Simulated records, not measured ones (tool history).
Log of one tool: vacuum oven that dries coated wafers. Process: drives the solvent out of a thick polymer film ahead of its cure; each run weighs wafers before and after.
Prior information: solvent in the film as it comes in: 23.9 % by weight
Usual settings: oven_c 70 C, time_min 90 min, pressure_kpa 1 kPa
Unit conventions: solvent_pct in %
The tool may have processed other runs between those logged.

run    day  oven_c  time_min  pressure_kpa  solvent_pct
  1      0      70        90             1        1.466
  2  0.362      70       109             1        1.057
  3  0.992      61        90             1        3.866
  4  1.588      61        90             1        3.853
  5    2.1      70        90          0.89        1.409
  6  2.633      70        90          0.89          1.4
  7  3.288      66       121          1.14        1.484
  8  3.867      66       121          1.14        1.481
  9    4.4      66        79          1.14        2.953
 10  4.729      66        79          1.14        2.934
 11  5.246      66        79          1.14        2.926

Withheld: 2 entries from between the runs. Position of each, and hidden state at the listed run before versus the listed run after:
Between runs 5 and 6: vacuum gauge cleaned of residue and calibrated (day 2.2)
  true wafer temperature over the reading, C: 0.71 -> 0.72; true pressure over the reading, kPa: 0.048 -> 0.072
  measured result minus the result with no hidden state, solvent_pct: -0.099 -> -0.086 %
Between runs 6 and 7: vacuum gauge cleaned of residue and calibrated, once more (day 3.212)
  true pressure over the reading, kPa: 0.072 -> 0.003
  measured result minus the result with no hidden state, solvent_pct: -0.086 -> -0.12 %
